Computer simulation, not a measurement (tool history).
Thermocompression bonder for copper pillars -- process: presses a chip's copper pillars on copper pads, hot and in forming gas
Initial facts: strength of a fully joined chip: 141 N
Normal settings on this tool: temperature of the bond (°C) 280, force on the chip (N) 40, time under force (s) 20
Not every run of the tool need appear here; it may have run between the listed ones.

run	hour	temperature of the bond (°C)	force on the chip (N)	time under force (s)	force that shears a chip off (N)
1	0.0	280	40	20	63.6
2	38.3	280	40	20	63.7
3	86.4	280	40	20	65.4
4	124.7	280	40	20	64.7
# hour 147.3: forming gas filter changed
5	158.4	280	40	20	66.9
6	227.6	291	40	20	75.7
7	292.2	291	40	20	77.0
8	346.7	291	40	20	76.5
9	376.4	291	40	20	76.3
10	442.5	280	40	20	69.3
11	510.7	269	40	20	59.2
12	579.6	280	40	20	68.3
# hour 587.5: heater calibrated with a thermocouple chip
13	649.7	262	40	20	57.5
# hour 668.1: forming gas filter changed
14	711.2	262	40	20	61.3
15	773.5	280	40	20	75.6
16	835.4	280	40	20	76.4
17	896.6	280	40	20	76.1
18	957.2	280	40	20	76.7
# hour 973.4: heater calibrated with a thermocouple chip, once more
19	1011.4	280	40	20	58.5
20	1071.7	280	40	20	59.1
21	1127.1	303	30	16	58.0
22	1155.9	296	50	16	77.7
# hour 1185.0: forming gas filter changed
23	1219.4	308	50	14	87.7
24	1268.9	278	50	14	64.0
25	1315.0	269	32	47	62.8
26	1382.4	283	42	15	61.0
27	1429.0	266	57	12	57.2
28	1475.7	302	27	20	60.2
29	1533.8	302	27	20	61.3
30	1594.9	256	52	30	66.7
31	1661.0	310	36	20	81.3
32	1691.9	260	36	25	49.7
# hour 1703.0: forming gas filter changed
33	1745.3	264	51	25	71.7
34	1810.5	264	51	25	72.5
35	1877.2	264	51	25	71.8
36	1921.6	291	37	20	71.8
37	1965.1	264	59	10	57.7
38	2028.5	264	59	10	58.1

Below are 4 alternative next runs, each starting from the tool's condition after run 38. Predict each:
A	2087.3	280	58	22	?
B	2087.3	290	31	20	?
C	2087.3	281	45	52	?
D	2087.3	282	24	18	?

run	force that shears a chip off (N)
A	88.9
B	62.9
C	97.8
D	44.4
With no hidden state in the tool, these same runs would have given:
run	force that shears a chip off (N)
A	81.5
B	56.2
C	90.9
D	38.9
